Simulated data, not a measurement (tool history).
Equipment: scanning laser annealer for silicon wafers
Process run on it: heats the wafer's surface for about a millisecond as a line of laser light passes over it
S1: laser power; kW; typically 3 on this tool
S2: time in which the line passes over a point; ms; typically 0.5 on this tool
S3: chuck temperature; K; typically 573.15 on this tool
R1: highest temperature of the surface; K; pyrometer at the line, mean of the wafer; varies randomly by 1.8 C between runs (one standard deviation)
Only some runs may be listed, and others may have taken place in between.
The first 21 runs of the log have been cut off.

run   hour     S1     S2      S3       R1
 22  147.4  2.932    0.5  573.15  1304.15
 23  152.3      3  0.571  573.15  1372.15
 24  158.2  2.911  0.484  569.15  1283.15
 25  164.5  2.911  0.418  598.15  1260.15
 26  170.3  3.278  0.401  598.15  1324.15
 27  176.5  3.249  0.573  553.15  1415.15
 28  180.8  3.249  0.573  553.15  1412.15
 29  186.3  3.249  0.573  553.15  1412.15
 30  190.6  2.597    0.5  585.15  1232.15
 31  198.3  3.227    0.5  585.15  1380.15
 32  202.1  3.227    0.5  585.15  1380.15
 33  206.9  2.885  0.434  562.15  1230.15
 34  216.2  2.885  0.434  562.15  1232.15
 35  225.3  2.885  0.434  562.15  1231.15
 36    232      3  0.433  564.15  1254.15
 37  239.6  2.827  0.588  584.15  1342.15
 38  245.3  3.178  0.405  573.15  1280.15
 39  250.2      3  0.513  573.15  1323.15
 40  255.5      3  0.513  573.15  1325.15

Each row is a separate what-if for the run after 40, all from the same tool condition, not one after another. Results?
  A  259.4  3.029  0.436  608.15   ?
  B  259.4  3.114  0.357  575.15   ?
  C  259.4   2.96  0.513  573.15   ?
  D  259.4  2.655  0.513  573.15   ?

run       R1
  A  1308.15
  B  1226.15
  C  1312.15
  D  1240.15
What these runs would have given with no unlogged condition in the tool:
run       R1
  A  1331.15
  B  1248.15
  C  1337.15
  D  1263.15

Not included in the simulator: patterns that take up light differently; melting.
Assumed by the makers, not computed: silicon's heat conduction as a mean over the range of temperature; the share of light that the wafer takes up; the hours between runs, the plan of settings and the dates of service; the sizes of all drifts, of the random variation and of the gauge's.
